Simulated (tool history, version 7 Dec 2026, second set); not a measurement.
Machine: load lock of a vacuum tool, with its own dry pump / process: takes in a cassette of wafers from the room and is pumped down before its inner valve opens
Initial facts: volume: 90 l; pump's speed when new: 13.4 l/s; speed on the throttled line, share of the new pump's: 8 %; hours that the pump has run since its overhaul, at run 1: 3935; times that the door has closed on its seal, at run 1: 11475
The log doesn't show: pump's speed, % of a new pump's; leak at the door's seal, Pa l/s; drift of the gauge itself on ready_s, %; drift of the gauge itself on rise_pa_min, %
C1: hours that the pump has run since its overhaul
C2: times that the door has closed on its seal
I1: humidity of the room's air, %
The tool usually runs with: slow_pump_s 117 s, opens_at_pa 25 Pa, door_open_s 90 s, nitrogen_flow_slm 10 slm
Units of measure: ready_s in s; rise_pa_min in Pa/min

{"run": 1, "hour": 0.0, "slow_pump_s": 117, "opens_at_pa": 25, "door_open_s": 90, "nitrogen_flow_slm": 10, "C1": 3935, "C2": 11475, "I1": 44.4, "ready_s": 164.4, "rise_pa_min": 0.102}
{"run": 2, "hour": 179.8, "slow_pump_s": 117, "opens_at_pa": 25, "door_open_s": 90, "nitrogen_flow_slm": 10, "C1": 4114, "C2": 11729, "I1": 47.6, "ready_s": 164.9, "rise_pa_min": 0.112}
{"run": 3, "hour": 354.6, "slow_pump_s": 117, "opens_at_pa": 25, "door_open_s": 90, "nitrogen_flow_slm": 10, "C1": 4289, "C2": 11976, "I1": 43.8, "ready_s": 163.9, "rise_pa_min": 0.106}
{"run": 4, "hour": 538.3, "slow_pump_s": 117, "opens_at_pa": 25, "door_open_s": 90, "nitrogen_flow_slm": 19, "C1": 4473, "C2": 12236, "I1": 46.7, "ready_s": 164.4, "rise_pa_min": 0.1}
{"run": 5, "hour": 755.1, "slow_pump_s": 117, "opens_at_pa": 25, "door_open_s": 90, "nitrogen_flow_slm": 22, "C1": 4690, "C2": 12542, "I1": 42.6, "ready_s": 164.5, "rise_pa_min": 0.103}
{"run": 6, "hour": 870.6, "slow_pump_s": 117, "opens_at_pa": 25, "door_open_s": 204, "nitrogen_flow_slm": 10, "C1": 4805, "C2": 12706, "I1": 42.3, "ready_s": 165.1, "rise_pa_min": 0.133}
{"run": 7, "hour": 983.5, "slow_pump_s": 117, "opens_at_pa": 25, "door_open_s": 204, "nitrogen_flow_slm": 10, "C1": 4918, "C2": 12865, "I1": 43.9, "ready_s": 165.0, "rise_pa_min": 0.14}
{"run": 8, "hour": 1217.2, "slow_pump_s": 88, "opens_at_pa": 25, "door_open_s": 204, "nitrogen_flow_slm": 10, "C1": 5152, "C2": 13196, "I1": 43.1, "ready_s": 138.2, "rise_pa_min": 0.135}
{"run": 9, "hour": 1399.6, "slow_pump_s": 88, "opens_at_pa": 25, "door_open_s": 204, "nitrogen_flow_slm": 10, "C1": 5334, "C2": 13454, "I1": 46.0, "ready_s": 138.6, "rise_pa_min": 0.146}
{"run": 10, "hour": 1599.0, "slow_pump_s": 88, "opens_at_pa": 25, "door_open_s": 204, "nitrogen_flow_slm": 10, "C1": 5534, "C2": 13735, "I1": 46.3, "ready_s": 138.4, "rise_pa_min": 0.145}
{"run": 11, "hour": 1783.4, "slow_pump_s": 88, "opens_at_pa": 25, "door_open_s": 204, "nitrogen_flow_slm": 10, "C1": 5718, "C2": 13996, "I1": 46.2, "ready_s": 138.5, "rise_pa_min": 0.151}
{"run": 12, "hour": 1970.2, "slow_pump_s": 86, "opens_at_pa": 25, "door_open_s": 204, "nitrogen_flow_slm": 22, "C1": 5905, "C2": 14260, "I1": 43.9, "ready_s": 136.4, "rise_pa_min": 0.133}
{"run": 13, "hour": 2088.3, "slow_pump_s": 86, "opens_at_pa": 26, "door_open_s": 204, "nitrogen_flow_slm": 10, "C1": 6023, "C2": 14427, "I1": 44.8, "ready_s": 136.3, "rise_pa_min": 0.151}
{"run": 14, "hour": 2239.1, "slow_pump_s": 86, "opens_at_pa": 26, "door_open_s": 204, "nitrogen_flow_slm": 10, "C1": 6174, "C2": 14641, "I1": 47.7, "ready_s": 135.4, "rise_pa_min": 0.157}
{"run": 15, "hour": 2379.4, "slow_pump_s": 86, "opens_at_pa": 26, "door_open_s": 204, "nitrogen_flow_slm": 10, "C1": 6314, "C2": 14839, "I1": 46.0, "ready_s": 136.3, "rise_pa_min": 0.163}
{"run": 16, "hour": 2493.9, "slow_pump_s": 88, "opens_at_pa": 25, "door_open_s": 90, "nitrogen_flow_slm": 9, "C1": 6429, "C2": 15001, "I1": 44.5, "ready_s": 139.3, "rise_pa_min": 0.139}
{"run": 17, "hour": 2633.4, "slow_pump_s": 95, "opens_at_pa": 25, "door_open_s": 90, "nitrogen_flow_slm": 32, "C1": 6568, "C2": 15198, "I1": 45.7, "ready_s": 144.5, "rise_pa_min": 0.125}
{"run": 18, "hour": 2803.1, "slow_pump_s": 95, "opens_at_pa": 25, "door_open_s": 90, "nitrogen_flow_slm": 32, "C1": 6738, "C2": 15438, "I1": 45.2, "ready_s": 144.6, "rise_pa_min": 0.122}
{"run": 19, "hour": 3034.3, "slow_pump_s": 182, "opens_at_pa": 25, "door_open_s": 90, "nitrogen_flow_slm": 4, "C1": 6969, "C2": 15765, "I1": 47.8, "ready_s": 226.2, "rise_pa_min": 0.147}
{"run": 20, "hour": 3215.8, "slow_pump_s": 157, "opens_at_pa": 25, "door_open_s": 90, "nitrogen_flow_slm": 8, "C1": 7151, "C2": 16022, "I1": 43.2, "ready_s": 202.2, "rise_pa_min": 0.143}
{"run": 21, "hour": 3413.0, "slow_pump_s": 139, "opens_at_pa": 43, "door_open_s": 90, "nitrogen_flow_slm": 10, "C1": 7348, "C2": 16300, "I1": 45.0, "ready_s": 181.4, "rise_pa_min": 0.14}
{"run": 22, "hour": 3582.2, "slow_pump_s": 117, "opens_at_pa": 26, "door_open_s": 59, "nitrogen_flow_slm": 10, "C1": 7517, "C2": 16540, "I1": 48.1, "ready_s": 164.4, "rise_pa_min": 0.145}

5 options for the next run, each taken on its own from the tool as it stands now. Forecast them:
{"run": "A", "hour": 3686.1, "slow_pump_s": 117, "opens_at_pa": 20, "door_open_s": 85, "nitrogen_flow_slm": 9, "C1": 7621, "C2": 16687, "I1": 45.5, "ready_s": "?", "rise_pa_min": "?"}
{"run": "B", "hour": 3686.1, "slow_pump_s": 152, "opens_at_pa": 30, "door_open_s": 41, "nitrogen_flow_slm": 10, "C1": 7621, "C2": 16687, "I1": 43.8, "ready_s": "?", "rise_pa_min": "?"}
{"run": "C", "hour": 3686.1, "slow_pump_s": 117, "opens_at_pa": 48, "door_open_s": 130, "nitrogen_flow_slm": 10, "C1": 7621, "C2": 16687, "I1": 46.6, "ready_s": "?", "rise_pa_min": "?"}
{"run": "D", "hour": 3686.1, "slow_pump_s": 132, "opens_at_pa": 19, "door_open_s": 144, "nitrogen_flow_slm": 10, "C1": 7621, "C2": 16687, "I1": 45.9, "ready_s": "?", "rise_pa_min": "?"}
{"run": "E", "hour": 3686.1, "slow_pump_s": 95, "opens_at_pa": 26, "door_open_s": 109, "nitrogen_flow_slm": 8, "C1": 7621, "C2": 16687, "I1": 46.0, "ready_s": "?", "rise_pa_min": "?"}

run=A ready_s=166.8 rise_pa_min=0.153
run=B ready_s=196.8 rise_pa_min=0.132
run=C ready_s=160.7 rise_pa_min=0.163
run=D ready_s=179.8 rise_pa_min=0.163
run=E ready_s=144.7 rise_pa_min=0.157
With the hidden condition removed and each run's random variation left untouched, the same runs would have given:
run=A ready_s=165.2 rise_pa_min=0.040
run=B ready_s=195.3 rise_pa_min=0.020
run=C ready_s=159.3 rise_pa_min=0.050
run=D ready_s=178.2 rise_pa_min=0.049
run=E ready_s=143.1 rise_pa_min=0.043

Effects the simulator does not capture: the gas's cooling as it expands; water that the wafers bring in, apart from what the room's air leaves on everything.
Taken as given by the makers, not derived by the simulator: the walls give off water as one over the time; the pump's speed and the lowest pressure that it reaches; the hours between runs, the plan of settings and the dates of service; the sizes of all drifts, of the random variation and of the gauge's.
